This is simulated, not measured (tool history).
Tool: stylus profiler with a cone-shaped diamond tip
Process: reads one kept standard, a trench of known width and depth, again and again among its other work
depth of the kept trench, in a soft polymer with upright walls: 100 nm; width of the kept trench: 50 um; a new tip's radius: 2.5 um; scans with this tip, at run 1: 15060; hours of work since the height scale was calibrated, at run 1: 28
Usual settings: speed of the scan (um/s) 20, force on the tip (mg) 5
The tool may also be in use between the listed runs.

| run | day | speed of the scan (um/s) | force on the tip (mg) | scans with this tip | hours of work since the height scale was calibrated | depth of the trench (nm) | width of the trench's floor (µm) |
|---|---|---|---|---|---|---|---|
| 1 | 0 | 20 | 5 | 15060 | 28 | 102.78 | 48.51 |
| 2 | 3.304 | 20 | 5 | 15856 | 81 | 102.79 | 48.54 |
|  | 7.075 | new tip fitted, height scale calibrated |
| 3 | 8.254 | 20 | 5 | 285 | 19 | 102.78 | 48.54 |
| 4 | 10.704 | 9 | 5 | 874 | 58 | 102.77 | 48.54 |
| 5 | 16.208 | 9 | 5 | 2199 | 147 | 102.79 | 48.57 |
| 6 | 19.921 | 9 | 5 | 3094 | 207 | 102.78 | 48.56 |
| 7 | 23.988 | 9 | 5 | 4074 | 273 | 102.79 | 48.57 |
| 8 | 26.721 | 20 | 5 | 4732 | 317 | 102.76 | 48.48 |
| 9 | 30.167 | 64 | 5 | 5562 | 372 | 102.78 | 48.48 |
| 10 | 33.396 | 38 | 5 | 6340 | 424 | 102.77 | 48.48 |
| 11 | 35.958 | 38 | 5 | 6957 | 466 | 102.78 | 48.48 |
| 12 | 39.788 | 38 | 5 | 7879 | 527 | 102.76 | 48.51 |
| 13 | 45.396 | 77 | 5 | 9230 | 618 | 102.78 | 48.36 |
| 14 | 49.446 | 25 | 5 | 10206 | 683 | 102.78 | 48.52 |
| 15 | 54.567 | 25 | 5 | 11439 | 766 | 102.78 | 48.54 |
| 16 | 58.288 | 10 | 5 | 12335 | 826 | 102.77 | 48.55 |
| 17 | 62.233 | 10 | 5 | 13286 | 889 | 102.78 | 48.52 |
| 18 | 66.925 | 10 | 5 | 14415 | 965 | 102.77 | 48.51 |
|  | 67.217 | height scale calibrated on a step standard |
| 19 | 70.112 | 10 | 5 | 15178 | 47 | 102.78 | 48.57 |
| 20 | 75.496 | 12 | 9.53 | 16475 | 133 | 104.3 | 48.48 |
|  | 76.65 | new tip fitted, height scale calibrated |
| 21 | 79.579 | 59 | 11.77 | 705 | 47 | 104.93 | 48.5 |
| 22 | 84.779 | 10 | 7.44 | 1958 | 131 | 103.61 | 48.54 |
| 23 | 88.958 | 19 | 3.81 | 2965 | 198 | 102.29 | 48.56 |
| 24 | 94.262 | 19 | 3.81 | 4242 | 284 | 102.31 | 48.57 |
| 25 | 96.75 | 19 | 3.81 | 4841 | 324 | 102.3 | 48.5 |
| 26 | 101.612 | 19 | 3.81 | 6012 | 402 | 102.32 | 48.5 |
| 27 | 104.325 | 14 | 3.03 | 6665 | 446 | 102 | 48.49 |
| 28 | 106.746 | 14 | 3.03 | 7248 | 485 | 101.97 | 48.53 |
| 29 | 111.042 | 41 | 12.48 | 8283 | 554 | 105.1 | 48.57 |
| 30 | 115.354 | 41 | 12.48 | 9322 | 624 | 105.15 | 48.53 |
| 31 | 119.954 | 41 | 12.48 | 10430 | 698 | 105.15 | 48.52 |
| 32 | 124.312 | 9 | 11.28 | 11479 | 768 | 104.79 | 48.6 |
| 33 | 128.242 | 21 | 1.87 | 12426 | 832 | 101.44 | 48.53 |
| 34 | 132.362 | 29 | 5 | 13418 | 898 | 102.8 | 48.5 |
| 35 | 136.121 | 34 | 14.99 | 14324 | 959 | 105.76 | 48.55 |
|  | 136.842 | height scale calibrated on a step standard |
| 36 | 138.521 | 34 | 7.09 | 14897 | 27 | 103.51 | 48.54 |
| 37 | 142.892 | 30 | 5.57 | 15950 | 98 | 102.97 | 48.48 |

Hidden state at the last listed run before each entry between runs and at the first one after, where it differs:
Between runs 2 and 3: new tip fitted, height scale calibrated (day 7.075)
  radius of the tip, um: 2.6 -> 2.5
  measured less the result without the state, width of the trench's floor (µm): -0.03 -> +0
Between runs 18 and 19: height scale calibrated on a step standard (day 67.217)
  height scale over the true one, %: 0.002 -> 0
  measured less the result without the state, width of the trench's floor (µm): -0.03 -> -0.02
Between runs 20 and 21: new tip fitted, height scale calibrated (day 76.65)
  radius of the tip, um: 2.6 -> 2.5; height scale over the true one, %: 0 -> 0.001
  measured less the result without the state, width of the trench's floor (µm): -0.03 -> +0
Between runs 35 and 36: height scale calibrated on a step standard (day 136.842)
  radius of the tip, um: 2.58 -> 2.59; height scale over the true one, %: 0.003 -> 0.002
  measured less the result without the state, width of the trench's floor (µm): -0.02 -> -0.02
